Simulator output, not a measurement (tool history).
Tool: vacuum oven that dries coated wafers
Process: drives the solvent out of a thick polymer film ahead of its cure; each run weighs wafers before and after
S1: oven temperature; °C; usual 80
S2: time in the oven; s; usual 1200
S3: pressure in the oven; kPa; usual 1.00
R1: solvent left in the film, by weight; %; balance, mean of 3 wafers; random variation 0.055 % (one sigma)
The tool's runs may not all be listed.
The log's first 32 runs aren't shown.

Run 33, day 47.692: usual settings but S1 75 °C, S2 2100 s, S3 1.30 kPa. Result: R1 3.17 %.
Run 34, day 49.054: usual settings but S1 75 °C, S2 2100 s, S3 1.30 kPa. Result: R1 3.17 %.
Run 35, day 51.208: usual settings but S1 74 °C, S2 900 s, S3 2.33 kPa. Result: R1 7.74 %.
Run 36, day 53.158: usual settings but S1 74 °C, S2 900 s, S3 2.33 kPa. Result: R1 7.64 %.
Run 37, day 54.488: usual settings but S1 68 °C, S2 1980 s, S3 1.03 kPa. Result: R1 4.87 %.
Run 38, day 55.888: usual settings but S1 93 °C. Result: R1 1.22 %.
Run 39, day 57.467: usual settings but S1 72 °C, S2 600 s, S3 2.05 kPa. Result: R1 10.14 %.
Run 40, day 59.688: usual settings but S3 2.48 kPa. Result: R1 4.97 %.
Run 41, day 60.767: usual settings but S3 2.48 kPa. Result: R1 5.09 %.
Run 42, day 62.400: usual settings but S1 86 °C, S2 660 s. Result: R1 3.29 %.
Run 43, day 63.742: usual settings but S2 720 s, S3 0.52 kPa. Result: R1 4.20 %.
Run 44, day 64.729: usual settings but S3 1.39 kPa. Result: R1 3.50 %.
Run 45, day 66.825: usual settings but S1 84 °C, S3 2.49 kPa. Result: R1 4.09 %.
Run 46, day 68.733: usual settings but S1 86 °C, S2 900 s, S3 1.15 kPa. Result: R1 2.55 %.

Forecast each of these 5 alternatives for the next run:
Run A, day 70.846: usual settings but S1 85 °C, S2 1140 s, S3 3.51 kPa. Result: R1 ?.
Run B, day 70.846: usual settings but S1 86 °C, S2 1380 s, S3 1.15 kPa. Result: R1 ?.
Run C, day 70.846: usual settings but S1 88 °C, S2 900 s, S3 1.32 kPa. Result: R1 ?.
Run D, day 70.846: usual settings but S1 68 °C. Result: R1 ?.
Run E, day 70.846: usual settings but S2 1560 s. Result: R1 ?.

run    R1
  A  5.15
  B  1.98
  C  2.21
  D  7.45
  E  2.58
Without the tool's hidden state the same runs would have given:
run    R1
  A  4.56
  B  1.56
  C  1.76
  D  6.47
  E  2.02

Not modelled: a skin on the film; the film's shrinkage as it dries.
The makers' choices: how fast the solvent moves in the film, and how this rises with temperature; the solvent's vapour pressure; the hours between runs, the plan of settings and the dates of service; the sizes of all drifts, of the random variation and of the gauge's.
